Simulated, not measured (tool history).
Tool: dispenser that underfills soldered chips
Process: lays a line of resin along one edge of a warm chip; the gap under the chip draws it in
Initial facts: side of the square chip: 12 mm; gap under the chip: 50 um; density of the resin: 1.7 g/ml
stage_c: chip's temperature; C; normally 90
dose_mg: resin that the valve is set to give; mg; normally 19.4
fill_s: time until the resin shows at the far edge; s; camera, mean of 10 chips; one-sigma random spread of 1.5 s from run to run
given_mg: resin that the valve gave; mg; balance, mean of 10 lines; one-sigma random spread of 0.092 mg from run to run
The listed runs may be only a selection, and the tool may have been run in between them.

run   hour  stage_c  dose_mg  fill_s  given_mg
  1    0.0       90     19.4   165.9     18.57
  2    7.2       90     19.4   193.3     18.40
      10.5  -- new syringe of resin
  3   12.2       90     19.4   162.4     18.38
  4   20.9       90     19.4   189.1     18.32
      25.5  -- new syringe of resin
  5   27.3       90     19.4   162.0     18.15
  6   35.3       91     19.4   184.2     18.10
      40.3  -- new syringe of resin
  7   46.8       91     19.4   169.4     17.99
  8   51.7       91     19.4   191.5     17.96
      54.6  -- new syringe of resin
  9   60.7       90     16.9   181.9     15.47
      69.0  -- new syringe of resin
 10   71.5       90     19.4   168.1     17.69
 11   82.5       90     19.4   206.1     17.78
      83.3  -- new syringe of resin
      90.0  -- dispensing valve cleaned and set on the balance
 12   94.3       90     19.4   190.9     19.37
      98.6  -- new syringe of resin
 13  100.6       90     19.4   158.5     19.18
 14  110.6       90     21.5   191.5     21.34
     113.1  -- new syringe of resin
 15  119.5      105     24.4   112.1     23.97
 16  126.1       99     18.3   152.1     17.88
     128.4  -- new syringe of resin
 17  134.7      104     21.8   119.5     21.26
     142.8  -- new syringe of resin
 18  143.9       86     20.4   174.1     19.87
 19  148.9      103     19.4   123.1     18.74

Run 20 comes next. What will it give?
 20  154.0      103     19.4       ?         ?

fill_s: 134.7 s
given_mg: 18.60 mg
Take away the tool's hidden state, keep the run-to-run variation as it was, and the same run would have given fill_s 105.2 s, given_mg 19.35 mg.
